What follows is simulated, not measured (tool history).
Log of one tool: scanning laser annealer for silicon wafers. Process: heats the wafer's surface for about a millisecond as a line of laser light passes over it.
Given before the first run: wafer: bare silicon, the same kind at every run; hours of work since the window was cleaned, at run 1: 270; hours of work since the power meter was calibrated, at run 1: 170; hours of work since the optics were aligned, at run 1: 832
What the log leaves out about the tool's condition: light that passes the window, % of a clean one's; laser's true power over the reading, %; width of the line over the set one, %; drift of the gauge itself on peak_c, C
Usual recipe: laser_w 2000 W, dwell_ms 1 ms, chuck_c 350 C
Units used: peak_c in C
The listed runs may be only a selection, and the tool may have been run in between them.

run,hour,laser_w,dwell_ms,chuck_c,hours of work since the window was cleaned,hours of work since the power meter was calibrated,hours of work since the optics were aligned,peak_c
1,0,2000,1,350,270,170,832,1089
2,14.4,2000,1,359,276,177,838,1094
3,25.4,2000,1,359,281,182,843,1096
4,45.1,2000,1,359,290,191,852,1093
5,63.6,2000,1,350,299,199,861,1084
6,79.8,2000,1,350,306,206,868,1086
7,88.9,2000,1,350,310,211,872,1082
8,108.5,2000,1,350,319,219,881,1081
# hour 112.5: laser's power meter calibrated
9,130.4,2000,1,350,328,8,890,1086
10,142.5,2000,1,350,333,14,895,1080
# hour 148.2: laser's power meter calibrated, once more
11,161.5,2000,1,378,341,6,903,1112
12,175.3,2000,1,378,347,12,909,1110
13,187.8,2000,1,378,353,18,915,1110
14,199.4,2000,0.73,378,358,23,920,1017
15,210.1,2065,0.73,345,363,28,925,1005
16,224.5,1907,1,350,369,35,931,1051
17,243.9,1907,1,350,378,44,940,1050
18,253.7,1907,0.92,365,383,48,945,1043
# hour 273.2: optics aligned, line set to its width
19,274.9,1937,1.19,350,390,55,1,1121
20,291.3,2058,0.72,381,398,63,8,1044
21,310.2,2058,0.72,381,406,72,17,1040
22,325.7,1904,1.09,369,413,79,24,1101
23,335.3,2000,1,314,418,83,28,1051
24,346.5,2000,1,314,423,88,33,1055

What will run 25 give?
25,363.8,1913,1.03,381,431,96,41,?

{"run 25": {"peak_c": 1099}}
Without the tool's hidden state the same run would have given peak_c 1121 C.

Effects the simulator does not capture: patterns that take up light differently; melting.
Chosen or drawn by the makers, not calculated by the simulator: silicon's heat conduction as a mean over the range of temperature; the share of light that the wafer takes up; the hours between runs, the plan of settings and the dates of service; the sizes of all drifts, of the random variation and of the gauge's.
